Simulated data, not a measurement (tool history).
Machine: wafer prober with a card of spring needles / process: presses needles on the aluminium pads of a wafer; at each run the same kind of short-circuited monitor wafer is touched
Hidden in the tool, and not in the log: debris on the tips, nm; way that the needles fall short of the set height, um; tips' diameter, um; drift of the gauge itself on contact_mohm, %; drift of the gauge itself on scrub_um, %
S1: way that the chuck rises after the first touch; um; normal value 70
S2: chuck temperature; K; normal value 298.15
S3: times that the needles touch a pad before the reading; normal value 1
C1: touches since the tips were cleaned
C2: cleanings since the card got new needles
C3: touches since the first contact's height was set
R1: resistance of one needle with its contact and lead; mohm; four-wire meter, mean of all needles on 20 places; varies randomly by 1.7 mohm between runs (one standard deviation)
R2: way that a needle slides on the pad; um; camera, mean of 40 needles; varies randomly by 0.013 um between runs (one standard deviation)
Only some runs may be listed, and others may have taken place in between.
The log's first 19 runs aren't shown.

run,hour,S1,S2,S3,C1,C2,C3,R1,R2
# hour 514.0: tips cleaned on abrasive film
# hour 532.7: tips cleaned on abrasive film
20,545.4,70,378.15,3,5925,40,36617,186,15.17
# hour 551.4: tips cleaned on abrasive film
21,566.2,70,378.15,3,6949,41,46327,185,15.17
# hour 571.4: tips cleaned on abrasive film
# hour 592.0: tips cleaned on abrasive film
22,601.7,70,378.15,3,4517,43,62776,184,15.14
# hour 610.5: tips cleaned on abrasive film
# hour 612.8: height of the first contact set anew
23,627.7,54,341.15,1,7925,44,6965,182,11.64
# hour 630.6: tips cleaned on abrasive film
# hour 650.5: tips cleaned on abrasive film
24,650.5,63,320.15,2,0,46,17513,173,13.57
# hour 670.1: tips cleaned on abrasive film
25,671.2,66,318.15,2,513,47,27129,169,14.18
# hour 688.8: tips cleaned on abrasive film
26,704.3,69,298.15,1,7267,48,42545,164,14.80
# hour 707.2: tips cleaned on abrasive film
# hour 726.2: tips cleaned on abrasive film
27,729.4,69,298.15,1,1491,50,54146,165,14.78
# hour 747.0: tips cleaned on abrasive film
# hour 758.7: height of the first contact set anew
28,759.8,83,398.15,2,5812,51,506,181,17.76
# hour 766.5: tips cleaned on abrasive film
29,781.9,83,398.15,2,7202,52,10802,182,17.73
# hour 785.3: tips cleaned on abrasive film
30,801.6,87,301.15,3,7624,53,19953,161,18.53
# hour 806.7: tips cleaned on abrasive film
# hour 827.0: tips cleaned on abrasive film
31,839.4,71,298.15,1,5773,55,37498,164,15.09
# hour 846.6: tips cleaned on abrasive film
# hour 866.5: tips cleaned on abrasive film
32,870.5,52,364.15,1,1862,57,51947,189,11.03

Branching from run 32: 3 alternative next runs. What would each branch give?
# hour 885.9: tips cleaned on abrasive film
A,901.7,63,364.15,1,7383,58,66480,?,?
# hour 885.9: tips cleaned on abrasive film
B,901.7,59,304.15,1,7383,58,66480,?,?
# hour 885.9: tips cleaned on abrasive film
C,901.7,70,298.15,3,7383,58,66480,?,?

run,R1,R2
A,184,13.34
B,170,12.51
C,168,14.84
Take away the tool's hidden state, keep each run's random variation, and the runs would have read:
run,R1,R2
A,184,13.76
B,169,12.89
C,167,15.30
